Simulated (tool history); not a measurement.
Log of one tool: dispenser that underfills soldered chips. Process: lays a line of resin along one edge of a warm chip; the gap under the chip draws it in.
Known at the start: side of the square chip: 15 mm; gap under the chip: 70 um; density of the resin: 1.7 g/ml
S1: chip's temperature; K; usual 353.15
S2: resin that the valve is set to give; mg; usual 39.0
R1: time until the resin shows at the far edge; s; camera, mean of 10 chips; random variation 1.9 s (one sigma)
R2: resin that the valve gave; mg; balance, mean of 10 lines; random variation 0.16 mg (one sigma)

run 1 hour=0.0 | S1=353.15 S2=39.0 | R1=197.1 R2=39.04
run 2 hour=5.3 | S1=353.15 S2=39.0 | R1=272.0 R2=38.86
run 3 hour=7.7 | S1=353.15 S2=39.0 | R1=318.3 R2=38.87
-- hour=8.5 new syringe of resin
run 4 hour=10.7 | S1=353.15 S2=39.0 | R1=203.5 R2=39.03
run 5 hour=15.7 | S1=353.15 S2=39.0 | R1=279.2 R2=38.51
-- hour=18.5 new syringe of resin
run 6 hour=20.5 | S1=346.15 S2=39.0 | R1=270.0 R2=38.65
run 7 hour=23.8 | S1=346.15 S2=39.0 | R1=328.5 R2=38.63
run 8 hour=26.8 | S1=346.15 S2=39.0 | R1=397.7 R2=39.08
-- hour=28.3 new syringe of resin
run 9 hour=29.4 | S1=353.15 S2=39.0 | R1=193.9 R2=38.79
run 10 hour=34.8 | S1=364.15 S2=46.2 | R1=178.6 R2=45.74
-- hour=38.2 new syringe of resin
run 11 hour=40.6 | S1=355.15 S2=44.3 | R1=190.0 R2=43.70
run 12 hour=44.8 | S1=350.15 S2=44.9 | R1=293.5 R2=44.14
-- hour=48.1 new syringe of resin
run 13 hour=49.8 | S1=361.15 S2=46.7 | R1=145.4 R2=45.70
run 14 hour=52.6 | S1=356.15 S2=46.3 | R1=207.7 R2=45.74
-- hour=58.0 new syringe of resin
run 15 hour=58.0 | S1=339.15 S2=48.9 | R1=301.8 R2=48.23
run 16 hour=61.5 | S1=339.15 S2=48.9 | R1=368.9 R2=48.14
run 17 hour=65.2 | S1=339.15 S2=48.9 | R1=472.1 R2=48.04

Some steps in R1 between neighbouring runs. How much of each would the tool show without its hidden state too (settings, what came in, random variation), and how much is left for the hidden state, with any gauge scatter that isn't in both results?
The hidden state here: resin's viscosity, % of fresh resin's; dose that the valve gives, % of what is set; true chip temperature over the reading, C; drift of the gauge itself on fill_s, %; drift of the gauge itself on given_mg, %.
Run 8 -> 9: S1 346.15 -> 353.15, new syringe of resin. R1 -203.8 s: hidden state -148.0, all else -55.8.
